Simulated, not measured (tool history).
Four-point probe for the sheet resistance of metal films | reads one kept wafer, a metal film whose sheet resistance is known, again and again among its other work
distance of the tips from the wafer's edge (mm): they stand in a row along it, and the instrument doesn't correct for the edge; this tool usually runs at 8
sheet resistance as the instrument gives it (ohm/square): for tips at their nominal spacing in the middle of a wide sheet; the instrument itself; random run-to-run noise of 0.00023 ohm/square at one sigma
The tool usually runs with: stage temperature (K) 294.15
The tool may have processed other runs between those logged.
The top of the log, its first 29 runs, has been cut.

run	hour	stage temperature (K)	distance of the tips from the wafer's edge (mm)	touches since the probe head was changed	hours of work since the stage's thermometer was calibrated	sheet resistance as the instrument gives it (ohm/square)
30	726.3	293.15	4	18538	1673	1.140194
31	762.1	296.15	8	19275	1689	1.130922
32	783.7	296.15	8	19721	1699	1.131133
33	800.9	305.15	3	20076	1706	1.159655
34	820.9	305.15	3	20487	1715	1.159623
35	835.6	305.15	3	20790	1722	1.159961
36	853.4	305.15	3	21157	1730	1.159650
37	885.1	305.15	3	21809	1744	1.159729
38	909.5	294.15	15	22313	1755	1.126713
39	929.4	294.15	68	22722	1764	1.126046
40	964.8	294.15	68	23451	1779	1.125654
41	994.2	303.15	8	24057	1793	1.135392
42	1029.7	295.15	4	24788	1808	1.141558
43	1055.7	296.15	8	25324	1820	1.130873
44	1077.0	296.15	8	25762	1829	1.130628

What if the next run were any one of these 5? Each begins from the tool's condition after run 44:
A	1095.1	293.15	17	26136	1838	?
B	1095.1	298.15	8	26136	1838	?
C	1095.1	308.15	13	26136	1838	?
D	1095.1	302.15	14	26136	1838	?
E	1095.1	296.15	5	26136	1838	?

run	sheet resistance as the instrument gives it (ohm/square)
A	1.125570
B	1.132110
C	1.136382
D	1.131908
E	1.136563
With no hidden state in the tool, these same runs would have given:
run	sheet resistance as the instrument gives it (ohm/square)
A	1.132866
B	1.139405
C	1.143626
D	1.139170
E	1.143901
